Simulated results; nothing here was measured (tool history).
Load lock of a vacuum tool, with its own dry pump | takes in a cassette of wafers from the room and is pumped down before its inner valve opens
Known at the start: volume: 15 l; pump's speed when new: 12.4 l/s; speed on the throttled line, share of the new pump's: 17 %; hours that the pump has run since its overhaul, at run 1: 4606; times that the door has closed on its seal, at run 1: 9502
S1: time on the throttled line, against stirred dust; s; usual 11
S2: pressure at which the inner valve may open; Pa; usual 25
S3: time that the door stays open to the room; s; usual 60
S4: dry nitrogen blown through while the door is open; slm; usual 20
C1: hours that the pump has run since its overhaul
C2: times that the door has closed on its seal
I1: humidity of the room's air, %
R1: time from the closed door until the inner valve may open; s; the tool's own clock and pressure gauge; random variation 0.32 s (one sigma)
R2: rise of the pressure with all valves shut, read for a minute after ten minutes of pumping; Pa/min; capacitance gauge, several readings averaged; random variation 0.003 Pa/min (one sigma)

{"run": 1, "hour": 0.0, "S1": 11, "S2": 25, "S3": 60, "S4": 20, "C1": 4606, "C2": 9502, "I1": 46.5, "R1": 19.5, "R2": 0.078}
{"run": 2, "hour": 177.8, "S1": 11, "S2": 25, "S3": 60, "S4": 20, "C1": 4784, "C2": 10346, "I1": 44.0, "R1": 20.5, "R2": 0.077}
{"run": 3, "hour": 373.2, "S1": 11, "S2": 25, "S3": 60, "S4": 20, "C1": 4979, "C2": 11272, "I1": 45.0, "R1": 19.8, "R2": 0.085}
{"run": 4, "hour": 644.3, "S1": 11, "S2": 25, "S3": 60, "S4": 20, "C1": 5250, "C2": 12558, "I1": 42.8, "R1": 19.7, "R2": 0.092}
{"run": 5, "hour": 815.6, "S1": 11, "S2": 25, "S3": 60, "S4": 20, "C1": 5422, "C2": 13371, "I1": 46.9, "R1": 19.7, "R2": 0.088}
{"run": 6, "hour": 1030.3, "S1": 21, "S2": 25, "S3": 60, "S4": 20, "C1": 5636, "C2": 14389, "I1": 46.4, "R1": 28.4, "R2": 0.101}
{"run": 7, "hour": 1276.7, "S1": 21, "S2": 25, "S3": 60, "S4": 20, "C1": 5883, "C2": 15557, "I1": 44.5, "R1": 28.1, "R2": 0.103}
{"run": 8, "hour": 1558.6, "S1": 11, "S2": 49, "S3": 60, "S4": 20, "C1": 6165, "C2": 16894, "I1": 46.4, "R1": 18.8, "R2": 0.113}
{"run": 9, "hour": 1958.9, "S1": 11, "S2": 49, "S3": 60, "S4": 20, "C1": 6565, "C2": 18793, "I1": 45.9, "R1": 18.8, "R2": 0.132}
{"run": 10, "hour": 2294.3, "S1": 11, "S2": 49, "S3": 60, "S4": 20, "C1": 6900, "C2": 20384, "I1": 41.0, "R1": 18.8, "R2": 0.143}
{"run": 11, "hour": 2502.0, "S1": 11, "S2": 25, "S3": 43, "S4": 20, "C1": 7108, "C2": 21369, "I1": 44.3, "R1": 20.0, "R2": 0.143}
{"run": 12, "hour": 2870.7, "S1": 11, "S2": 25, "S3": 43, "S4": 20, "C1": 7477, "C2": 23117, "I1": 46.4, "R1": 19.8, "R2": 0.165}
{"run": 13, "hour": 3149.9, "S1": 11, "S2": 25, "S3": 60, "S4": 5, "C1": 7756, "C2": 24441, "I1": 45.7, "R1": 20.2, "R2": 0.182}
{"run": 14, "hour": 3559.8, "S1": 11, "S2": 44, "S3": 60, "S4": 5, "C1": 8166, "C2": 26386, "I1": 43.4, "R1": 19.7, "R2": 0.195}
{"run": 15, "hour": 3980.5, "S1": 11, "S2": 44, "S3": 60, "S4": 5, "C1": 8587, "C2": 28381, "I1": 40.8, "R1": 19.0, "R2": 0.21}
{"run": 16, "hour": 4376.1, "S1": 11, "S2": 44, "S3": 60, "S4": 5, "C1": 8982, "C2": 30257, "I1": 46.0, "R1": 19.2, "R2": 0.23}
{"run": 17, "hour": 4616.9, "S1": 11, "S2": 44, "S3": 60, "S4": 5, "C1": 9223, "C2": 31399, "I1": 43.0, "R1": 19.4, "R2": 0.237}
{"run": 18, "hour": 4912.4, "S1": 11, "S2": 44, "S3": 60, "S4": 14, "C1": 9519, "C2": 32801, "I1": 45.5, "R1": 19.5, "R2": 0.247}
{"run": 19, "hour": 5333.2, "S1": 11, "S2": 25, "S3": 60, "S4": 20, "C1": 9939, "C2": 34796, "I1": 39.5, "R1": 20.5, "R2": 0.262}
{"run": 20, "hour": 5573.3, "S1": 8, "S2": 25, "S3": 94, "S4": 9, "C1": 10179, "C2": 35935, "I1": 42.4, "R1": 18.0, "R2": 0.296}
{"run": 21, "hour": 5893.5, "S1": 8, "S2": 25, "S3": 94, "S4": 9, "C1": 10500, "C2": 37454, "I1": 44.7, "R1": 17.5, "R2": 0.322}
{"run": 22, "hour": 6096.3, "S1": 8, "S2": 25, "S3": 94, "S4": 9, "C1": 10702, "C2": 38415, "I1": 42.5, "R1": 18.4, "R2": 0.322}
{"run": 23, "hour": 6431.5, "S1": 7, "S2": 25, "S3": 34, "S4": 20, "C1": 11038, "C2": 40005, "I1": 46.3, "R1": 17.5, "R2": 0.314}
{"run": 24, "hour": 6782.1, "S1": 13, "S2": 25, "S3": 60, "S4": 15, "C1": 11388, "C2": 41668, "I1": 44.8, "R1": 21.6, "R2": 0.351}
{"run": 25, "hour": 7093.0, "S1": 7, "S2": 25, "S3": 46, "S4": 7, "C1": 11699, "C2": 43143, "I1": 46.4, "R1": 17.9, "R2": 0.36}
{"run": 26, "hour": 7339.0, "S1": 15, "S2": 23, "S3": 60, "S4": 20, "C1": 11945, "C2": 44310, "I1": 48.2, "R1": 24.2, "R2": 0.386}
{"run": 27, "hour": 7552.9, "S1": 11, "S2": 43, "S3": 60, "S4": 20, "C1": 12159, "C2": 45324, "I1": 41.1, "R1": 20.5, "R2": 0.394}
{"run": 28, "hour": 7787.3, "S1": 11, "S2": 43, "S3": 60, "S4": 20, "C1": 12393, "C2": 46435, "I1": 43.2, "R1": 19.8, "R2": 0.41}
{"run": 29, "hour": 8040.1, "S1": 11, "S2": 19, "S3": 60, "S4": 5, "C1": 12646, "C2": 47635, "I1": 47.1, "R1": 21.0, "R2": 0.443}
{"run": 30, "hour": 8418.7, "S1": 10, "S2": 35, "S3": 55, "S4": 15, "C1": 13025, "C2": 49430, "I1": 45.4, "R1": 20.0, "R2": 0.457}
{"run": 31, "hour": 8641.3, "S1": 14, "S2": 44, "S3": 196, "S4": 44, "C1": 13247, "C2": 50486, "I1": 47.3, "R1": 22.2, "R2": 0.48}
{"run": 32, "hour": 8839.2, "S1": 6, "S2": 48, "S3": 60, "S4": 10, "C1": 13445, "C2": 51424, "I1": 45.2, "R1": 16.3, "R2": 0.495}
{"run": 33, "hour": 9061.3, "S1": 11, "S2": 34, "S3": 185, "S4": 18, "C1": 13667, "C2": 52478, "I1": 48.1, "R1": 20.4, "R2": 0.534}
{"run": 34, "hour": 9425.4, "S1": 13, "S2": 34, "S3": 185, "S4": 30, "C1": 14032, "C2": 54205, "I1": 46.9, "R1": 21.8, "R2": 0.545}
{"run": 35, "hour": 9634.8, "S1": 13, "S2": 34, "S3": 185, "S4": 30, "C1": 14241, "C2": 55198, "I1": 47.5, "R1": 22.2, "R2": 0.564}
{"run": 36, "hour": 10052.4, "S1": 13, "S2": 34, "S3": 218, "S4": 29, "C1": 14659, "C2": 57178, "I1": 42.1, "R1": 22.3, "R2": 0.604}
{"hour": 10240.8, "done": "door's seal changed, seat wiped"}
{"run": 37, "hour": 10474.6, "S1": 12, "S2": 25, "S3": 60, "S4": 20, "C1": 15079, "C2": 1109, "I1": 44.1, "R1": 22.3, "R2": 0.044}
{"run": 38, "hour": 10890.5, "S1": 12, "S2": 25, "S3": 60, "S4": 20, "C1": 15495, "C2": 3081, "I1": 42.4, "R1": 22.2, "R2": 0.05}

Measured less the same run without the tool's hidden state. The same run-to-run variation is in both; the gauge's scatter may not be:
The hidden state here: pump's speed, % of a new pump's; leak at the door's seal, Pa l/s; drift of the gauge itself on ready_s, %; drift of the gauge itself on rise_pa_min, %.
run=1 R1=+0.5 R2=+0.039
run=2 R1=+0.5 R2=+0.043
run=3 R1=+0.5 R2=+0.047
run=4 R1=+0.6 R2=+0.054
run=5 R1=+0.6 R2=+0.057
run=6 R1=+0.5 R2=+0.063
run=7 R1=+0.5 R2=+0.070
run=8 R1=+0.6 R2=+0.077
run=9 R1=+0.7 R2=+0.090
run=10 R1=+0.7 R2=+0.102
run=11 R1=+0.8 R2=+0.109
run=12 R1=+0.9 R2=+0.125
run=13 R1=+0.8 R2=+0.135
run=14 R1=+0.9 R2=+0.151
run=15 R1=+0.9 R2=+0.166
run=16 R1=+0.9 R2=+0.183
run=17 R1=+1.0 R2=+0.193
run=18 R1=+1.0 R2=+0.205
run=19 R1=+1.1 R2=+0.226
run=20 R1=+1.3 R2=+0.242
run=21 R1=+1.3 R2=+0.260
run=22 R1=+1.3 R2=+0.270
run=23 R1=+1.4 R2=+0.289
run=24 R1=+1.3 R2=+0.311
run=25 R1=+1.5 R2=+0.323
run=26 R1=+1.3 R2=+0.343
run=27 R1=+1.4 R2=+0.359
run=28 R1=+1.4 R2=+0.372
run=29 R1=+1.6 R2=+0.394
run=30 R1=+1.6 R2=+0.417
run=31 R1=+1.4 R2=+0.430
run=32 R1=+1.7 R2=+0.451
run=33 R1=+1.6 R2=+0.471
run=34 R1=+1.6 R2=+0.493
run=35 R1=+1.6 R2=+0.509
run=36 R1=+1.7 R2=+0.547
run=37 R1=+1.8 R2=+0.007
run=38 R1=+1.9 R2=+0.013

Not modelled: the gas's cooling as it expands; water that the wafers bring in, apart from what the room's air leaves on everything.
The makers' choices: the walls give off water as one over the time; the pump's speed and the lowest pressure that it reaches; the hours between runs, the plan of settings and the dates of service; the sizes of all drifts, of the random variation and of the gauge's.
